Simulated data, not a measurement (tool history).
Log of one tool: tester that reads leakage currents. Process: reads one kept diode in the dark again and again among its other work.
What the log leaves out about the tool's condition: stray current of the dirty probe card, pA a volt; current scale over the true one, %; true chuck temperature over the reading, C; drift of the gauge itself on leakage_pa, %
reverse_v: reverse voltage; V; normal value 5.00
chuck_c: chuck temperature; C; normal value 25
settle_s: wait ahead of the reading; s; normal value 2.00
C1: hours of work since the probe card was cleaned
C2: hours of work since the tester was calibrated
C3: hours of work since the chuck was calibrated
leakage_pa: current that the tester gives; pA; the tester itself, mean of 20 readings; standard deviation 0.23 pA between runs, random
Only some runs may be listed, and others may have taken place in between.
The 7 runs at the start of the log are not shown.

{"run": 8, "day": 20.871, "reverse_v": 1.14, "chuck_c": 25, "settle_s": 2.0, "C1": 2066, "C2": 2165, "C3": 472, "leakage_pa": 41.57}
{"run": 9, "day": 24.304, "reverse_v": 1.14, "chuck_c": 25, "settle_s": 2.0, "C1": 2113, "C2": 2211, "C3": 518, "leakage_pa": 41.11}
{"day": 26.712, "done": "chuck's temperature calibrated"}
{"run": 10, "day": 27.4, "reverse_v": 1.14, "chuck_c": 25, "settle_s": 2.0, "C1": 2153, "C2": 2252, "C3": 9, "leakage_pa": 46.7}
{"run": 11, "day": 30.1, "reverse_v": 5.0, "chuck_c": 25, "settle_s": 4.4, "C1": 2190, "C2": 2289, "C3": 46, "leakage_pa": 84.0}
{"run": 12, "day": 32.192, "reverse_v": 5.0, "chuck_c": 25, "settle_s": 4.4, "C1": 2218, "C2": 2317, "C3": 74, "leakage_pa": 83.89}
{"run": 13, "day": 34.183, "reverse_v": 5.0, "chuck_c": 25, "settle_s": 4.4, "C1": 2245, "C2": 2344, "C3": 101, "leakage_pa": 84.28}
{"run": 14, "day": 38.158, "reverse_v": 5.0, "chuck_c": 25, "settle_s": 4.4, "C1": 2299, "C2": 2397, "C3": 155, "leakage_pa": 83.35}
{"run": 15, "day": 39.958, "reverse_v": 5.59, "chuck_c": 25, "settle_s": 4.4, "C1": 2323, "C2": 2422, "C3": 179, "leakage_pa": 87.21}
{"run": 16, "day": 43.004, "reverse_v": 1.16, "chuck_c": 45, "settle_s": 7.13, "C1": 2364, "C2": 2463, "C3": 220, "leakage_pa": 257.16}
{"day": 45.808, "done": "probe card cleaned and baked"}
{"run": 17, "day": 45.808, "reverse_v": 5.0, "chuck_c": 41, "settle_s": 2.0, "C1": 0, "C2": 2499, "C3": 256, "leakage_pa": 295.0}
{"run": 18, "day": 49.604, "reverse_v": 2.25, "chuck_c": 55, "settle_s": 1.43, "C1": 51, "C2": 2550, "C3": 308, "leakage_pa": 706.84}
{"run": 19, "day": 52.992, "reverse_v": 2.07, "chuck_c": 22, "settle_s": 0.32, "C1": 97, "C2": 2596, "C3": 353, "leakage_pa": 37.77}
{"run": 20, "day": 54.85, "reverse_v": 1.59, "chuck_c": 24, "settle_s": 0.72, "C1": 122, "C2": 2621, "C3": 378, "leakage_pa": 41.4}
{"run": 21, "day": 58.129, "reverse_v": 5.0, "chuck_c": 29, "settle_s": 2.0, "C1": 167, "C2": 2666, "C3": 423, "leakage_pa": 98.0}
{"run": 22, "day": 61.762, "reverse_v": 8.39, "chuck_c": 38, "settle_s": 2.27, "C1": 216, "C2": 2715, "C3": 472, "leakage_pa": 261.17}
{"run": 23, "day": 63.908, "reverse_v": 1.76, "chuck_c": 25, "settle_s": 2.0, "C1": 245, "C2": 2744, "C3": 501, "leakage_pa": 45.82}
{"run": 24, "day": 65.7, "reverse_v": 2.02, "chuck_c": 40, "settle_s": 1.79, "C1": 269, "C2": 2768, "C3": 525, "leakage_pa": 189.0}
{"day": 67.571, "done": "chuck's temperature calibrated"}
{"run": 25, "day": 67.612, "reverse_v": 9.03, "chuck_c": 38, "settle_s": 1.86, "C1": 294, "C2": 2793, "C3": 1, "leakage_pa": 298.41}
{"run": 26, "day": 70.471, "reverse_v": 10.14, "chuck_c": 55, "settle_s": 6.66, "C1": 332, "C2": 2831, "C3": 39, "leakage_pa": 1260.87}
{"run": 27, "day": 74.696, "reverse_v": 10.14, "chuck_c": 55, "settle_s": 6.66, "C1": 389, "C2": 2888, "C3": 96, "leakage_pa": 1245.75}
{"run": 28, "day": 77.996, "reverse_v": 5.89, "chuck_c": 49, "settle_s": 0.36, "C1": 434, "C2": 2933, "C3": 141, "leakage_pa": 638.27}
{"run": 29, "day": 79.821, "reverse_v": 5.89, "chuck_c": 49, "settle_s": 0.36, "C1": 458, "C2": 2958, "C3": 166, "leakage_pa": 632.7}
{"run": 30, "day": 81.688, "reverse_v": 5.89, "chuck_c": 49, "settle_s": 0.36, "C1": 484, "C2": 2983, "C3": 191, "leakage_pa": 630.81}

Here are 5 independent what-if runs from the current tool condition. What would each one return?
{"run": "A", "day": 84.946, "reverse_v": 1.04, "chuck_c": 49, "settle_s": 0.36, "C1": 528, "C2": 3027, "C3": 235, "leakage_pa": "?"}
{"run": "B", "day": 84.946, "reverse_v": 5.0, "chuck_c": 28, "settle_s": 2.7, "C1": 528, "C2": 3027, "C3": 235, "leakage_pa": "?"}
{"run": "C", "day": 84.946, "reverse_v": 4.5, "chuck_c": 53, "settle_s": 2.0, "C1": 528, "C2": 3027, "C3": 235, "leakage_pa": "?"}
{"run": "D", "day": 84.946, "reverse_v": 14.04, "chuck_c": 37, "settle_s": 4.75, "C1": 528, "C2": 3027, "C3": 235, "leakage_pa": "?"}
{"run": "E", "day": 84.946, "reverse_v": 6.98, "chuck_c": 25, "settle_s": 2.53, "C1": 528, "C2": 3027, "C3": 235, "leakage_pa": "?"}

run=A leakage_pa=344.49
run=B leakage_pa=95.93
run=C leakage_pa=786.94
run=D leakage_pa=308.13
run=E leakage_pa=82.44
Stripped of hidden state, with their random variation kept, the same runs would have yielded:
run=A leakage_pa=358.09
run=B leakage_pa=97.31
run=C leakage_pa=816.01
run=D leakage_pa=313.10
run=E leakage_pa=82.04
